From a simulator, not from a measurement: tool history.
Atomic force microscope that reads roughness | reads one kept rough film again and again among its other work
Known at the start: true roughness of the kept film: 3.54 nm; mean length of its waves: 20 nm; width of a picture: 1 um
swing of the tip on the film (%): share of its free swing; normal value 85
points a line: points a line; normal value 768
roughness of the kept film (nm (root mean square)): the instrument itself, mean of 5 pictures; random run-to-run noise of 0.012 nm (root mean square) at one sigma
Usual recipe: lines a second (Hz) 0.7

| run | day | lines a second (Hz) | swing of the tip on the film (%) | points a line | roughness of the kept film (nm (root mean square)) |
|---|---|---|---|---|---|
| 1 | 0 | 0.7 | 85 | 768 | 2.096 |
|  | 0.258 | new tip fitted |
| 2 | 0.871 | 0.7 | 85 | 768 | 2.806 |
| 3 | 1.812 | 0.7 | 85 | 768 | 2.69 |
| 4 | 3.304 | 0.7 | 85 | 768 | 2.497 |
|  | 3.479 | height scale calibrated on a step standard |
| 5 | 4.704 | 0.7 | 85 | 768 | 2.349 |
| 6 | 5.879 | 2.238 | 85 | 768 | 2.044 |
|  | 6.279 | new tip fitted |
| 7 | 7.342 | 3.964 | 85 | 768 | 2.31 |
| 8 | 8.883 | 3.964 | 85 | 768 | 2.139 |
|  | 9.279 | height scale calibrated on a step standard, once more |
| 9 | 9.9 | 0.7 | 85 | 768 | 2.382 |
| 10 | 11.467 | 0.7 | 87 | 768 | 2.196 |
|  | 12.4 | new tip fitted |
| 11 | 12.675 | 0.7 | 85 | 768 | 2.763 |
| 12 | 13.808 | 0.7 | 85 | 768 | 2.572 |
| 13 | 14.588 | 0.7 | 77 | 768 | 2.539 |
| 14 | 16.225 | 0.7 | 77 | 768 | 2.324 |
| 15 | 17.842 | 0.505 | 85 | 768 | 2.153 |
|  | 18.467 | new tip fitted |
| 16 | 18.654 | 0.505 | 85 | 768 | 2.837 |
| 17 | 20.15 | 0.7 | 85 | 346 | 2.568 |
| 18 | 21.038 | 0.7 | 85 | 768 | 2.498 |
| 19 | 22.267 | 0.7 | 85 | 768 | 2.322 |
| 20 | 23.008 | 0.7 | 85 | 768 | 2.248 |
| 21 | 23.671 | 0.7 | 85 | 768 | 2.196 |
|  | 24.546 | new tip fitted |
| 22 | 24.888 | 0.7 | 85 | 768 | 2.811 |
| 23 | 25.642 | 0.7 | 85 | 768 | 2.703 |
| 24 | 27.133 | 0.7 | 58 | 768 | 2.574 |
| 25 | 28.025 | 2.712 | 59 | 523 | 2.37 |
| 26 | 28.85 | 0.959 | 78 | 299 | 2.236 |
| 27 | 29.979 | 0.959 | 78 | 299 | 2.128 |
|  | 30.562 | new tip fitted |
| 28 | 31.296 | 1.047 | 87 | 768 | 2.704 |
| 29 | 32.492 | 1.047 | 87 | 768 | 2.532 |
| 30 | 33.308 | 1.047 | 87 | 387 | 2.4 |
| 31 | 34.808 | 2.912 | 63 | 500 | 2.29 |
| 32 | 35.546 | 2.948 | 63 | 509 | 2.186 |
|  | 36.617 | new tip fitted |
| 33 | 37.117 | 0.7 | 85 | 412 | 2.771 |
| 34 | 38.212 | 0.7 | 85 | 412 | 2.587 |
| 35 | 39.092 | 2.718 | 85 | 768 | 2.209 |
| 36 | 40.308 | 1.531 | 85 | 809 | 2.223 |
| 37 | 41.846 | 0.7 | 83 | 530 | 2.183 |
|  | 42.625 | new tip fitted |
| 38 | 42.942 | 2.453 | 85 | 474 | 2.521 |
| 39 | 44.342 | 0.7 | 74 | 445 | 2.66 |
| 40 | 45.833 | 0.7 | 74 | 445 | 2.457 |
| 41 | 47.229 | 0.7 | 74 | 445 | 2.297 |
| 42 | 48.312 | 0.7 | 74 | 445 | 2.197 |
|  | 48.633 | new tip fitted |
| 43 | 49.825 | 0.7 | 85 | 955 | 2.705 |
| 44 | 51.392 | 2.817 | 87 | 768 | 2.163 |
| 45 | 52.588 | 0.709 | 85 | 524 | 2.354 |
| 46 | 53.325 | 2.762 | 81 | 395 | 2.043 |

5 ways to go on from here, each from the tool as it stands after run 46. What would each give?
| A | 54.367 | 0.7 | 56 | 768 | ? |
| B | 54.367 | 0.749 | 59 | 629 | ? |
| C | 54.367 | 2.762 | 81 | 796 | ? |
| D | 54.367 | 0.7 | 89 | 768 | ? |
| E | 54.367 | 0.7 | 85 | 554 | ? |

| run | roughness of the kept film (nm (root mean square)) |
|---|---|
| A | 2.238 |
| B | 2.229 |
| C | 1.97 |
| D | 2.148 |
| E | 2.152 |
Without the tool's unlogged condition, the same runs would have read:
| run | roughness of the kept film (nm (root mean square)) |
|---|---|
| A | 2.97 |
| B | 2.958 |
| C | 2.614 |
| D | 2.848 |
| E | 2.855 |
